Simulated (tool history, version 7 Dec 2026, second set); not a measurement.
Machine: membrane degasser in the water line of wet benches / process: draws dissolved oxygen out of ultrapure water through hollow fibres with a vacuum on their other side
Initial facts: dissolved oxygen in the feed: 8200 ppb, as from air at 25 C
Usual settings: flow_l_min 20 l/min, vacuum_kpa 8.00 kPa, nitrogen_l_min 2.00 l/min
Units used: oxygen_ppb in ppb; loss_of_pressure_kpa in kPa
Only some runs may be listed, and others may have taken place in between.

Run 1, day 0.000: usual settings. Result: oxygen_ppb 138.8 ppb, loss_of_pressure_kpa 61.10 kPa.
Run 2, day 1.758: usual settings. Result: oxygen_ppb 140.1 ppb, loss_of_pressure_kpa 61.55 kPa.
Run 3, day 2.858: usual settings. Result: oxygen_ppb 138.8 ppb, loss_of_pressure_kpa 61.04 kPa.
Run 4, day 4.233: usual settings. Result: oxygen_ppb 142.5 ppb, loss_of_pressure_kpa 60.92 kPa.
Run 5, day 6.483: usual settings. Result: oxygen_ppb 141.2 ppb, loss_of_pressure_kpa 61.10 kPa.
Run 6, day 7.738: usual settings. Result: oxygen_ppb 139.4 ppb, loss_of_pressure_kpa 61.53 kPa.
Run 7, day 9.562: usual settings. Result: oxygen_ppb 142.3 ppb, loss_of_pressure_kpa 61.21 kPa.
Run 8, day 11.975: usual settings. Result: oxygen_ppb 139.3 ppb, loss_of_pressure_kpa 61.68 kPa.
Run 9, day 13.421: usual settings. Result: oxygen_ppb 140.6 ppb, loss_of_pressure_kpa 61.49 kPa.
Run 10, day 15.912: usual settings. Result: oxygen_ppb 141.0 ppb, loss_of_pressure_kpa 60.94 kPa.
Run 11, day 17.125: usual settings. Result: oxygen_ppb 142.0 ppb, loss_of_pressure_kpa 61.34 kPa.
Run 12, day 19.133: usual settings. Result: oxygen_ppb 141.9 ppb, loss_of_pressure_kpa 61.27 kPa.
Run 13, day 20.375: usual settings. Result: oxygen_ppb 141.4 ppb, loss_of_pressure_kpa 61.68 kPa.
Run 14, day 22.154: usual settings. Result: oxygen_ppb 143.4 ppb, loss_of_pressure_kpa 61.22 kPa.
Run 15, day 23.354: usual settings. Result: oxygen_ppb 139.5 ppb, loss_of_pressure_kpa 61.08 kPa.
Run 16, day 24.621: usual settings. Result: oxygen_ppb 139.3 ppb, loss_of_pressure_kpa 61.36 kPa.
Run 17, day 25.975: usual settings but flow_l_min 24 l/min, vacuum_kpa 15.47 kPa, nitrogen_l_min 1.15 l/min. Result: oxygen_ppb 608.7 ppb, loss_of_pressure_kpa 73.57 kPa.
Run 18, day 28.296: usual settings but vacuum_kpa 10.39 kPa. Result: oxygen_ppb 194.5 ppb, loss_of_pressure_kpa 61.09 kPa.
Run 19, day 29.817: usual settings but flow_l_min 27 l/min, vacuum_kpa 5.00 kPa, nitrogen_l_min 1.50 l/min. Result: oxygen_ppb 178.4 ppb, loss_of_pressure_kpa 83.04 kPa.
Run 20, day 31.196: usual settings but flow_l_min 27 l/min, vacuum_kpa 5.00 kPa, nitrogen_l_min 1.50 l/min. Result: oxygen_ppb 177.8 ppb, loss_of_pressure_kpa 83.13 kPa.
Run 21, day 32.708: usual settings but flow_l_min 19 l/min, vacuum_kpa 15.06 kPa, nitrogen_l_min 0.99 l/min. Result: oxygen_ppb 513.0 ppb, loss_of_pressure_kpa 58.65 kPa.
Run 22, day 34.608: usual settings but vacuum_kpa 9.38 kPa, nitrogen_l_min 3.35 l/min. Result: oxygen_ppb 115.5 ppb, loss_of_pressure_kpa 61.65 kPa.
Run 23, day 36.592: usual settings but vacuum_kpa 9.38 kPa, nitrogen_l_min 3.35 l/min. Result: oxygen_ppb 119.0 ppb, loss_of_pressure_kpa 61.70 kPa.
Run 24, day 37.971: usual settings but flow_l_min 12 l/min, vacuum_kpa 11.55 kPa. Result: oxygen_ppb 126.3 ppb, loss_of_pressure_kpa 36.69 kPa.
Run 25, day 39.312: usual settings but flow_l_min 12 l/min, vacuum_kpa 11.55 kPa. Result: oxygen_ppb 126.0 ppb, loss_of_pressure_kpa 37.10 kPa.
Run 26, day 41.729: usual settings but flow_l_min 12 l/min, vacuum_kpa 10.35 kPa, nitrogen_l_min 3.94 l/min. Result: oxygen_ppb 57.3 ppb, loss_of_pressure_kpa 37.01 kPa.
Run 27, day 42.888: usual settings but vacuum_kpa 7.64 kPa. Result: oxygen_ppb 135.3 ppb, loss_of_pressure_kpa 61.49 kPa.
Run 28, day 45.375: usual settings but vacuum_kpa 5.31 kPa. Result: oxygen_ppb 80.5 ppb, loss_of_pressure_kpa 61.56 kPa.
Run 29, day 47.075: usual settings but vacuum_kpa 10.40 kPa. Result: oxygen_ppb 198.5 ppb, loss_of_pressure_kpa 61.44 kPa.
Run 30, day 49.517: usual settings but flow_l_min 28 l/min, vacuum_kpa 5.97 kPa, nitrogen_l_min 5.24 l/min. Result: oxygen_ppb 152.8 ppb, loss_of_pressure_kpa 86.37 kPa.
Run 31, day 51.033: usual settings but flow_l_min 28 l/min, vacuum_kpa 5.97 kPa, nitrogen_l_min 5.24 l/min. Result: oxygen_ppb 154.1 ppb, loss_of_pressure_kpa 86.25 kPa.

Selected run-to-run steps in oxygen_ppb, each split into two signed amounts: the part the tool would show with no hidden state at all (from settings, incoming material and random variation), and the remainder, which goes to the hidden state together with any gauge scatter not common to the measured and the hidden-state-free results:
Hidden conditions of the tool in this case: membrane still open, %; true pressure behind the membrane over the reading, kPa; air that leaks in behind the membrane, l/min; drift of the gauge itself on oxygen_ppb, %; drift of the gauge itself on loss_of_pressure_kpa, %.
Run 16 -> 17: flow_l_min 20 -> 24, vacuum_kpa 8.00 -> 15.47, nitrogen_l_min 2.00 -> 1.15. oxygen_ppb +469.4 ppb: hidden state +6.5, all else +462.9.
Run 17 -> 18: flow_l_min 24 -> 20, vacuum_kpa 15.47 -> 10.39, nitrogen_l_min 1.15 -> 2.00. oxygen_ppb -414.2 ppb: hidden state -5.5, all else -408.7.
Run 21 -> 22: flow_l_min 19 -> 20, vacuum_kpa 15.06 -> 9.38, nitrogen_l_min 0.99 -> 3.35. oxygen_ppb -397.5 ppb: hidden state -6.2, all else -391.3.
